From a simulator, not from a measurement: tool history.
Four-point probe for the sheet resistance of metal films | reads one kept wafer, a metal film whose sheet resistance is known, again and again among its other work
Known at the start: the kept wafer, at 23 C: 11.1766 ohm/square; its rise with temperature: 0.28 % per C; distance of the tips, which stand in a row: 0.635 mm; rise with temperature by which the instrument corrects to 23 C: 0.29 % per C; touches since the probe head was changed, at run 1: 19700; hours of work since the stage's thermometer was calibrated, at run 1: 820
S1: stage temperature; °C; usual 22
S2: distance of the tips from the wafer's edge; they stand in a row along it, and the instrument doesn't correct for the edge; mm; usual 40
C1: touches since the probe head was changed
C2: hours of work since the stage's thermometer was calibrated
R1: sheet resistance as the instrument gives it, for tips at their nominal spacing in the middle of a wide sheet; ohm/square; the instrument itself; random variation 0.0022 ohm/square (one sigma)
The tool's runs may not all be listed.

Run 1, hour 0.0: usual settings; C1 19700; C2 820. Result: R1 11.180262 ohm/square.
Run 2, hour 22.1: usual settings; C1 20300; C2 833. Result: R1 11.180581 ohm/square.
Run 3, hour 51.1: usual settings but S1 23 °C; C1 21086; C2 849. Result: R1 11.179151 ohm/square.
Run 4, hour 90.9: usual settings but S1 23 °C; C1 22165; C2 872. Result: R1 11.177644 ohm/square.
Run 5, hour 124.7: usual settings but S1 23 °C; C1 23082; C2 891. Result: R1 11.176656 ohm/square.
Run 6, hour 162.5: usual settings but S1 23 °C; C1 24107; C2 912. Result: R1 11.178643 ohm/square.
Run 7, hour 197.9: usual settings but S1 23 °C, S2 49 mm; C1 25069; C2 932. Result: R1 11.178578 ohm/square.
Run 8, hour 234.7: usual settings but S1 23 °C, S2 49 mm; C1 26068; C2 953. Result: R1 11.175566 ohm/square.
Run 9, hour 265.7: usual settings but S1 23 °C, S2 49 mm; C1 26910; C2 971. Result: R1 11.175829 ohm/square.
Run 10, hour 311.1: usual settings but S1 30 °C, S2 13 mm; C1 28141; C2 996. Result: R1 11.182708 ohm/square.
Run 11, hour 348.7: usual settings but S1 24 °C, S2 31 mm; C1 29161; C2 1018. Result: R1 11.175984 ohm/square.
Run 12, hour 371.8: usual settings but S1 24 °C, S2 31 mm; C1 29786; C2 1031. Result: R1 11.179172 ohm/square.
Run 13, hour 413.2: usual settings but S1 20 °C, S2 4 mm; C1 30910; C2 1054. Result: R1 11.333439 ohm/square.
Run 14, hour 431.6: usual settings but S1 29 °C, S2 57 mm; C1 31410; C2 1065. Result: R1 11.167393 ohm/square.
Run 15, hour 450.4: usual settings but S1 29 °C, S2 57 mm; C1 31919; C2 1075. Result: R1 11.169597 ohm/square.
Run 16, hour 493.1: usual settings but S1 18 °C, S2 5 mm; C1 33078; C2 1099. Result: R1 11.275831 ohm/square.
Run 17, hour 520.9: usual settings but S2 42 mm; C1 33833; C2 1115. Result: R1 11.176743 ohm/square.
Run 18, hour 564.7: usual settings but S1 21 °C, S2 22 mm; C1 35020; C2 1140. Result: R1 11.181936 ohm/square.

Forecast each of these 5 alternatives for the next run:
Run A, hour 598.2: usual settings but S1 19 °C, S2 8 mm; C1 35931; C2 1159. Result: R1 ?.
Run B, hour 598.2: usual settings but S1 28 °C, S2 7 mm; C1 35931; C2 1159. Result: R1 ?.
Run C, hour 598.2: usual settings but S1 28 °C, S2 3 mm; C1 35931; C2 1159. Result: R1 ?.
Run D, hour 598.2: usual settings but S1 28 °C, S2 51 mm; C1 35931; C2 1159. Result: R1 ?.
Run E, hour 598.2: usual settings but S1 18 °C, S2 22 mm; C1 35931; C2 1159. Result: R1 ?.

run         R1
  A  11.219678
  B  11.218988
  C  11.432376
  D  11.173729
  E  11.190292
Without the tool's hidden state the same runs would have given:
run         R1
  A  11.219828
  B  11.219139
  C  11.432529
  D  11.173879
  E  11.190441

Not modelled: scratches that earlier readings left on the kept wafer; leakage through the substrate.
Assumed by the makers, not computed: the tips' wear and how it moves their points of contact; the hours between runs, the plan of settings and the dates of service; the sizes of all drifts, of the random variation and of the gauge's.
